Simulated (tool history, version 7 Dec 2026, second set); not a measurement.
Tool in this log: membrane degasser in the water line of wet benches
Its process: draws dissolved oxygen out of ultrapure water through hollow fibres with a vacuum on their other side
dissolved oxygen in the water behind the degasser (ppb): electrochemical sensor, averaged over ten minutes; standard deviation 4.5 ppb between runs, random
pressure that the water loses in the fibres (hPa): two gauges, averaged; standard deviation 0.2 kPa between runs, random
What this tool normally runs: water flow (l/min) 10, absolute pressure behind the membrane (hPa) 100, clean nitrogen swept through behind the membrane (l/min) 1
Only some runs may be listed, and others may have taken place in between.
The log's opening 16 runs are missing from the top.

run    hour  water flow (l/min)  absolute pressure behind the membrane (hPa)  clean nitrogen swept through behind the membrane (l/min)  dissolved oxygen in the water behind the degasser (ppb)  pressure that the water loses in the fibres (hPa)
 17  3241.7                  10                                           89                                                         1                                                    489.8                                              483.7
     3381.5  -- vacuum gauge calibrated, once more
 18  3381.5                  14                                          126                                                       0.9                                                   1013.9                                              673.9
 19  3671.8                  14                                          126                                                       0.9                                                   1008.1                                              679.1
 20  3826.1                  16                                          126                                                      0.43                                                   1493.6                                              774.3
 21  3967.3                  16                                          143                                                      2.73                                                   1068.1                                              780.7
 22  4178.5                   8                                          166                                                         1                                                    440.3                                              388.6
 23  4356.1                   9                                           99                                                      1.96                                                    345.6                                              433.5
 24  4633.1                   6                                          100                                                         1                                                    174.3                                              291.1
 25  4785.6                  13                                           62                                                      1.51                                                    704.2                                              632.5
 26  5001.9                  10                                          129                                                      0.69                                                      653                                              489.3
 27  5247.5                  12                                          172                                                      2.33                                                    702.6                                                586
 28  5411.1                  12                                          172                                                      2.33                                                    717.6                                              585.1
 29  5622.6                   7                                          172                                                      2.33                                                    234.2                                              343.1
 30  5893.4                  10                                          139                                                      1.45                                                    533.7                                              492.6
 31  6156.3                  10                                          241                                                      0.55                                                   1097.7                                              492.3
 32  6367.4                  10                                          241                                                      0.41                                                   1303.1                                              495.3

Forecast each of these 4 alternatives for the next run:
  A  6604.2                  10                                          131                                                      1.37                                                        ?                                                  ?
  B  6604.2                  10                                          145                                                      2.62                                                        ?                                                  ?
  C  6604.2                   8                                          100                                                      1.59                                                        ?                                                  ?
  D  6604.2                  10                                          241                                                      2.28                                                        ?                                                  ?

run  dissolved oxygen in the water behind the degasser (ppb)  pressure that the water loses in the fibres (hPa)
  A                                                    535.2                                              498.4
  B                                                    471.1                                              490.6
  C                                                    281.9                                              392.2
  D                                                    582.3                                              492.2
With no hidden state in the tool, these same runs would have given:
run  dissolved oxygen in the water behind the degasser (ppb)  pressure that the water loses in the fibres (hPa)
  A                                                    461.3                                              466.7
  B                                                    398.7                                              459.3
  C                                                    234.2                                              367.1
  D                                                    508.7                                              460.9
